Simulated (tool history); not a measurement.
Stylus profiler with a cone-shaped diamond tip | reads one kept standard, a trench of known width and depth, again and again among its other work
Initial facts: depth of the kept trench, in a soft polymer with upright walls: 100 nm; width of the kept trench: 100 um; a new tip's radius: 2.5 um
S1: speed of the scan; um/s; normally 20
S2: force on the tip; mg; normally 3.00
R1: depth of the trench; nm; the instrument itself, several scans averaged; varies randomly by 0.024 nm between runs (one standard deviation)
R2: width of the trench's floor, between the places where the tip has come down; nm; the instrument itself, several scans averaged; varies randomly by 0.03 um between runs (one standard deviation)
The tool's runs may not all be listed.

run,hour,S1,S2,R1,R2
1,0.0,20,3.00,102.00,98370
2,46.3,20,3.00,102.01,98250
3,140.3,68,3.00,102.10,98040
4,200.5,20,3.00,102.07,98220
5,257.1,20,3.00,102.05,98170
# hour 265.4: height scale calibrated on a step standard
6,320.1,20,3.00,102.24,98120
7,383.6,11,3.59,102.48,98170
8,483.8,11,3.59,102.45,98020
9,547.9,38,1.95,101.78,97880
10,644.4,38,1.95,101.74,97920
11,718.5,45,1.92,101.82,97800

Here are 4 independent what-if runs from the current tool condition. What would each one return?
# hour 822.9: height scale calibrated on a step standard, once more
A,823.9,43,1.92,?,?
# hour 822.9: height scale calibrated on a step standard, once more
B,823.9,15,5.98,?,?
# hour 822.9: height scale calibrated on a step standard, once more
C,823.9,11,1.92,?,?
# hour 822.9: height scale calibrated on a step standard, once more
D,823.9,56,2.55,?,?

run,R1,R2
A,101.33,97760
B,102.98,97900
C,101.38,97880
D,101.73,97730
Stripped of hidden state, with their random variation kept, the same runs would have yielded:
run,R1,R2
A,101.35,98410
B,103.00,98550
C,101.41,98530
D,101.75,98380
